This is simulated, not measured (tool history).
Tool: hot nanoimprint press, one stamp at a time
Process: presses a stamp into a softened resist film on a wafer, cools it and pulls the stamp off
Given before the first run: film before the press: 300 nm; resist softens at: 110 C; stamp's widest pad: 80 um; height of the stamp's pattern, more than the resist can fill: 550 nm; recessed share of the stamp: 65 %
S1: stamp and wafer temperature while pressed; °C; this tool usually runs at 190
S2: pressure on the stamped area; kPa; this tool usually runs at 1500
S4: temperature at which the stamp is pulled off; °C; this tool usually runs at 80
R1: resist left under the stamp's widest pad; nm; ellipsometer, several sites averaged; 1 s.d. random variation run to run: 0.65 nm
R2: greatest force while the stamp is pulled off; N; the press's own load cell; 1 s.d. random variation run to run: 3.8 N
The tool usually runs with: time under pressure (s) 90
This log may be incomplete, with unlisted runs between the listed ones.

{"run": 1, "hour": 0.0, "S1": 190, "S2": 1500, "time under pressure (s)": 90, "S4": 80, "R1": 127.3, "R2": 192}
{"run": 2, "hour": 22.2, "S1": 190, "S2": 1500, "time under pressure (s)": 90, "S4": 87, "R1": 126.3, "R2": 162}
{"run": 3, "hour": 51.0, "S1": 190, "S2": 1500, "time under pressure (s)": 90, "S4": 87, "R1": 126.1, "R2": 165}
{"run": 4, "hour": 90.4, "S1": 190, "S2": 1500, "time under pressure (s)": 90, "S4": 80, "R1": 126.8, "R2": 190}
{"run": 5, "hour": 114.6, "S1": 190, "S2": 1500, "time under pressure (s)": 99, "S4": 80, "R1": 121.1, "R2": 178}
{"hour": 128.1, "done": "stamp cleaned and given a new release coat"}
{"run": 6, "hour": 154.4, "S1": 190, "S2": 1280, "time under pressure (s)": 90, "S4": 80, "R1": 136.5, "R2": 179}
{"run": 7, "hour": 178.1, "S1": 190, "S2": 1280, "time under pressure (s)": 90, "S4": 80, "R1": 137.1, "R2": 186}
{"run": 8, "hour": 216.5, "S1": 187, "S2": 1500, "time under pressure (s)": 90, "S4": 80, "R1": 139.5, "R2": 189}
{"run": 9, "hour": 246.8, "S1": 187, "S2": 1500, "time under pressure (s)": 90, "S4": 80, "R1": 139.8, "R2": 189}
{"run": 10, "hour": 275.9, "S1": 190, "S2": 1500, "time under pressure (s)": 90, "S4": 80, "R1": 124.0, "R2": 186}
{"run": 11, "hour": 310.2, "S1": 190, "S2": 1500, "time under pressure (s)": 90, "S4": 80, "R1": 123.4, "R2": 189}
{"hour": 326.0, "done": "plate thermocouple calibrated"}
{"run": 12, "hour": 337.9, "S1": 190, "S2": 1500, "time under pressure (s)": 90, "S4": 80, "R1": 124.3, "R2": 190}
{"run": 13, "hour": 358.9, "S1": 190, "S2": 1500, "time under pressure (s)": 90, "S4": 80, "R1": 124.0, "R2": 187}
{"hour": 361.2, "done": "gauge calibrated"}
{"run": 14, "hour": 378.6, "S1": 191, "S2": 1500, "time under pressure (s)": 90, "S4": 80, "R1": 122.4, "R2": 189}
{"run": 15, "hour": 413.6, "S1": 191, "S2": 1500, "time under pressure (s)": 90, "S4": 80, "R1": 121.2, "R2": 184}
{"run": 16, "hour": 440.6, "S1": 190, "S2": 1500, "time under pressure (s)": 90, "S4": 69, "R1": 124.2, "R2": 219}
{"run": 17, "hour": 477.1, "S1": 200, "S2": 1230, "time under pressure (s)": 90, "S4": 80, "R1": 98.5, "R2": 192}
{"run": 18, "hour": 514.2, "S1": 200, "S2": 2380, "time under pressure (s)": 90, "S4": 70, "R1": 64.3, "R2": 215}
{"run": 19, "hour": 541.6, "S1": 200, "S2": 2380, "time under pressure (s)": 90, "S4": 70, "R1": 64.7, "R2": 213}
{"run": 20, "hour": 573.1, "S1": 185, "S2": 1090, "time under pressure (s)": 90, "S4": 65, "R1": 175.8, "R2": 231}
{"run": 21, "hour": 590.3, "S1": 190, "S2": 1500, "time under pressure (s)": 114, "S4": 80, "R1": 114.7, "R2": 188}
{"run": 22, "hour": 622.9, "S1": 184, "S2": 1500, "time under pressure (s)": 178, "S4": 80, "R1": 126.9, "R2": 186}
{"run": 23, "hour": 648.5, "S1": 184, "S2": 1500, "time under pressure (s)": 178, "S4": 80, "R1": 124.9, "R2": 188}
{"run": 24, "hour": 688.2, "S1": 190, "S2": 2080, "time under pressure (s)": 49, "S4": 80, "R1": 124.7, "R2": 191}
{"run": 25, "hour": 726.4, "S1": 190, "S2": 1260, "time under pressure (s)": 90, "S4": 76, "R1": 134.9, "R2": 199}
{"run": 26, "hour": 754.2, "S1": 197, "S2": 2240, "time under pressure (s)": 149, "S4": 74, "R1": 61.5, "R2": 202}
{"run": 27, "hour": 778.9, "S1": 190, "S2": 1560, "time under pressure (s)": 90, "S4": 76, "R1": 120.4, "R2": 207}
{"hour": 811.1, "done": "plate thermocouple calibrated"}
{"run": 28, "hour": 813.1, "S1": 190, "S2": 1560, "time under pressure (s)": 90, "S4": 86, "R1": 120.0, "R2": 176}
{"run": 29, "hour": 837.4, "S1": 190, "S2": 1500, "time under pressure (s)": 174, "S4": 80, "R1": 97.4, "R2": 188}

5 options for the next run, each taken on its own from the tool as it stands now. Forecast them:
{"hour": 865.4, "done": "stamp cleaned and given a new release coat"}
{"run": "A", "hour": 878.4, "S1": 182, "S2": 1500, "time under pressure (s)": 174, "S4": 80, "R1": "?", "R2": "?"}
{"hour": 865.4, "done": "stamp cleaned and given a new release coat"}
{"run": "B", "hour": 878.4, "S1": 194, "S2": 1190, "time under pressure (s)": 90, "S4": 80, "R1": "?", "R2": "?"}
{"hour": 865.4, "done": "stamp cleaned and given a new release coat"}
{"run": "C", "hour": 878.4, "S1": 197, "S2": 1500, "time under pressure (s)": 59, "S4": 86, "R1": "?", "R2": "?"}
{"hour": 865.4, "done": "stamp cleaned and given a new release coat"}
{"run": "D", "hour": 878.4, "S1": 190, "S2": 1500, "time under pressure (s)": 171, "S4": 80, "R1": "?", "R2": "?"}
{"hour": 865.4, "done": "stamp cleaned and given a new release coat"}
{"run": "E", "hour": 878.4, "S1": 195, "S2": 1360, "time under pressure (s)": 90, "S4": 80, "R1": "?", "R2": "?"}

run=A R1=135.5 R2=188
run=B R1=120.2 R2=180
run=C R1=109.3 R2=161
run=D R1=98.2 R2=191
run=E R1=107.5 R2=187
With the hidden condition removed and each run's random variation left untouched, the same runs would have given:
run=A R1=140.7 R2=188
run=B R1=124.8 R2=180
run=C R1=113.4 R2=161
run=D R1=101.9 R2=191
run=E R1=111.5 R2=187
